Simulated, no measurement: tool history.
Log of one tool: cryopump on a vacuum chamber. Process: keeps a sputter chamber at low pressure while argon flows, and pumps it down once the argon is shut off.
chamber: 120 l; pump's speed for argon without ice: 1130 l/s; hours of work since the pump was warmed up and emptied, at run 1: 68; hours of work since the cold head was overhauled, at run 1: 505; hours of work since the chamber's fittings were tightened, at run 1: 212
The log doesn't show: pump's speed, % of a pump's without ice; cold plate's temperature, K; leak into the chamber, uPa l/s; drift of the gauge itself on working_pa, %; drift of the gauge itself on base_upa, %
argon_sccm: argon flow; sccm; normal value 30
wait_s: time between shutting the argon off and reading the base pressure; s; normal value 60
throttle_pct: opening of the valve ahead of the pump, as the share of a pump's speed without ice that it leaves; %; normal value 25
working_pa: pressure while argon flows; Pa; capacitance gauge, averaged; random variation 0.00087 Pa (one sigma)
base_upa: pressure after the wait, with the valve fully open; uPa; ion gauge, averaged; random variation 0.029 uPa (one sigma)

run	hour	argon_sccm	wait_s	throttle_pct	hours of work since the pump was warmed up and emptied	hours of work since the cold head was overhauled	hours of work since the chamber's fittings were tightened	working_pa	base_upa
1	0	30	60	25	68	505	212	0.1814	1.49
2	57.8	30	60	25	91	528	235	0.1827	1.44
3	106.2	30	60	25	111	547	254	0.1817	1.48
4	139.4	30	60	25	124	561	268	0.1822	1.48
5	172.9	30	60	25	137	574	281	0.1829	1.45
6	228.5	30	60	25	160	597	304	0.1853	1.53
7	266.2	30	60	25	175	612	319	0.1853	1.46
8	331.1	30	60	25	201	638	345	0.1861	1.55
9	358.8	30	60	25	212	649	356	0.1857	1.5
10	398.5	30	60	25	228	665	372	0.1871	1.46
11	447.6	30	60	25	248	685	392	0.1879	1.53
12	483.4	30	60	25	262	699	406	0.1877	1.53
13	511.3	30	60	25	274	710	417	0.189	1.51
14	569.4	30	60	25	297	734	441	0.1895	1.55
15	630.4	30	60	25	322	758	465	0.1912	1.63
16	657	15	60	25	332	769	476	0.0952	1.56
17	710.4	15	60	25	354	791	498	0.0963	1.59
18	759.1	15	60	25	373	810	517	0.0976	1.61
19	816	40	31	25	396	833	540	0.2588	2.68
# hour 860.3: pump warmed up, emptied and cooled again
20	860.3	23	41	30	0	849	556	0.1149	2.03
21	894.3	17	94	25	14	863	570	0.102	1.14
22	936.6	26	147	26	31	880	587	0.1504	0.86
23	990.8	59	40	20	53	901	608	0.4475	2.07
24	1046.6	20	89	33	75	924	631	0.0921	1.15
25	1099.6	30	142	34	96	945	652	0.136	0.91
26	1142.7	30	60	17	114	963	670	0.2693	1.52
27	1169.8	20	123	42	125	974	681	0.0744	1.02
28	1197.4	20	24	18	136	985	692	0.1681	3.3
29	1236.4	18	24	44	151	1000	707	0.0641	3.15
30	1272.9	18	24	44	166	1015	722	0.0643	3.17
31	1336.9	18	24	44	192	1041	748	0.0653	3.37
32	1384.7	30	141	44	211	1060	767	0.109	1.01
33	1446.7	14	144	25	236	1085	792	0.0886	1
34	1499.5	40	297	17	257	1106	813	0.3637	0.75

What if the next run were any one of these 4? Each begins from the tool's condition after run 34:
A	1550.6	30	296	22	278	1127	834	?	?
B	1550.6	12	48	56	278	1127	834	?	?
C	1550.6	15	135	53	278	1127	834	?	?
D	1550.6	15	104	51	278	1127	834	?	?

run	working_pa	base_upa
A	0.2148	0.75
B	0.0358	1.92
C	0.0463	1.06
D	0.0499	1.12
Stripped of hidden state, with their random variation kept, the same runs would have yielded:
run	working_pa	base_upa
A	0.2049	0.46
B	0.0318	1.64
C	0.0413	0.76
D	0.0449	0.83
